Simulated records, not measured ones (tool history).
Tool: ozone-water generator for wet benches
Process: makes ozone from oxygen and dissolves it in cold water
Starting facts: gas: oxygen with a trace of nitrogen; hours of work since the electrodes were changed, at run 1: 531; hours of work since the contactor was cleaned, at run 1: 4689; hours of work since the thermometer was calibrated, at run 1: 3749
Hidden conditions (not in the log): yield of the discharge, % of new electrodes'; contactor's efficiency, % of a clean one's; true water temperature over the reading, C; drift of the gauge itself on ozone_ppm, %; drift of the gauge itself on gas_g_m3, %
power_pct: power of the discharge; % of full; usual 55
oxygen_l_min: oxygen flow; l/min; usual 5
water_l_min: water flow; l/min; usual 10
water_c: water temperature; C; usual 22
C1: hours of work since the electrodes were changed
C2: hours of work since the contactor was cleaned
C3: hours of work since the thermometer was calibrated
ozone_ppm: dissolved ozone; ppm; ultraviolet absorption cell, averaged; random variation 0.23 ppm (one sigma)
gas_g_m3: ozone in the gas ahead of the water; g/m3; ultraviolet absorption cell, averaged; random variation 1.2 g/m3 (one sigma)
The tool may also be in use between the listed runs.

run 1 hour=0 | power_pct=55 oxygen_l_min=5 water_l_min=10 water_c=22 | C1=531 C2=4689 C3=3749 | ozone_ppm=34.4 gas_g_m3=227.6
run 2 hour=49.5 | power_pct=55 oxygen_l_min=5 water_l_min=10 water_c=22 | C1=570 C2=4729 C3=3788 | ozone_ppm=34.4 gas_g_m3=228.5
run 3 hour=92.7 | power_pct=55 oxygen_l_min=5 water_l_min=10 water_c=22 | C1=605 C2=4763 C3=3823 | ozone_ppm=34.3 gas_g_m3=231.1
run 4 hour=126.7 | power_pct=55 oxygen_l_min=5 water_l_min=10 water_c=22 | C1=632 C2=4790 C3=3850 | ozone_ppm=34 gas_g_m3=227.4
run 5 hour=152.4 | power_pct=55 oxygen_l_min=5 water_l_min=11 water_c=22 | C1=652 C2=4811 C3=3870 | ozone_ppm=32.3 gas_g_m3=229.7
run 6 hour=192.7 | power_pct=55 oxygen_l_min=5 water_l_min=14 water_c=22 | C1=685 C2=4843 C3=3902 | ozone_ppm=28.1 gas_g_m3=226.9
run 7 hour=230.1 | power_pct=55 oxygen_l_min=5 water_l_min=10 water_c=22 | C1=714 C2=4873 C3=3932 | ozone_ppm=34.1 gas_g_m3=232.5
run 8 hour=284.9 | power_pct=55 oxygen_l_min=5 water_l_min=10 water_c=22 | C1=758 C2=4916 C3=3976 | ozone_ppm=34 gas_g_m3=230.6
run 9 hour=321.5 | power_pct=55 oxygen_l_min=5 water_l_min=10 water_c=27 | C1=787 C2=4945 C3=4005 | ozone_ppm=31 gas_g_m3=232.3
run 10 hour=375.5 | power_pct=80 oxygen_l_min=7.81 water_l_min=15 water_c=28 | C1=830 C2=4988 C3=4048 | ozone_ppm=27.9 gas_g_m3=227
run 11 hour=416.3 | power_pct=55 oxygen_l_min=2.72 water_l_min=12 water_c=16 | C1=863 C2=5021 C3=4081 | ozone_ppm=37.4 gas_g_m3=347.9
run 12 hour=476 | power_pct=72 oxygen_l_min=5.3 water_l_min=13 water_c=30 | C1=910 C2=5069 C3=4128 | ozone_ppm=30.2 gas_g_m3=274.7
-- hour=486.5 gauge calibrated
run 13 hour=509 | power_pct=77 oxygen_l_min=2.82 water_l_min=10 water_c=22 | C1=936 C2=5095 C3=4154 | ozone_ppm=50.1 gas_g_m3=428.1
run 14 hour=566.5 | power_pct=55 oxygen_l_min=5 water_l_min=9 water_c=22 | C1=982 C2=5141 C3=4200 | ozone_ppm=35.8 gas_g_m3=230.7
run 15 hour=613.1 | power_pct=55 oxygen_l_min=5 water_l_min=9 water_c=22 | C1=1019 C2=5178 C3=4237 | ozone_ppm=36.3 gas_g_m3=229
run 16 hour=666.5 | power_pct=55 oxygen_l_min=5.2 water_l_min=7 water_c=22 | C1=1062 C2=5220 C3=4280 | ozone_ppm=39.7 gas_g_m3=224
run 17 hour=706.6 | power_pct=55 oxygen_l_min=5.2 water_l_min=7 water_c=22 | C1=1094 C2=5252 C3=4312 | ozone_ppm=39.7 gas_g_m3=225.1

Here are 3 independent what-if runs from the current tool condition. What would each one return?
run A hour=759 | power_pct=75 oxygen_l_min=5.2 water_l_min=8 water_c=22 | C1=1136 C2=5294 C3=4354 | ozone_ppm=? gas_g_m3=?
run B hour=759 | power_pct=55 oxygen_l_min=2.6 water_l_min=7 water_c=16 | C1=1136 C2=5294 C3=4354 | ozone_ppm=? gas_g_m3=?
run C hour=759 | power_pct=55 oxygen_l_min=3.59 water_l_min=10 water_c=26 | C1=1136 C2=5294 C3=4354 | ozone_ppm=? gas_g_m3=?

run=A ozone_ppm=46.6 gas_g_m3=281.5
run=B ozone_ppm=55.4 gas_g_m3=357.4
run=C ozone_ppm=34.9 gas_g_m3=288
Without the tool's unlogged condition, the same runs would have read:
run=A ozone_ppm=46.6 gas_g_m3=277.3
run=B ozone_ppm=55.4 gas_g_m3=352.1
run=C ozone_ppm=34.9 gas_g_m3=283.7
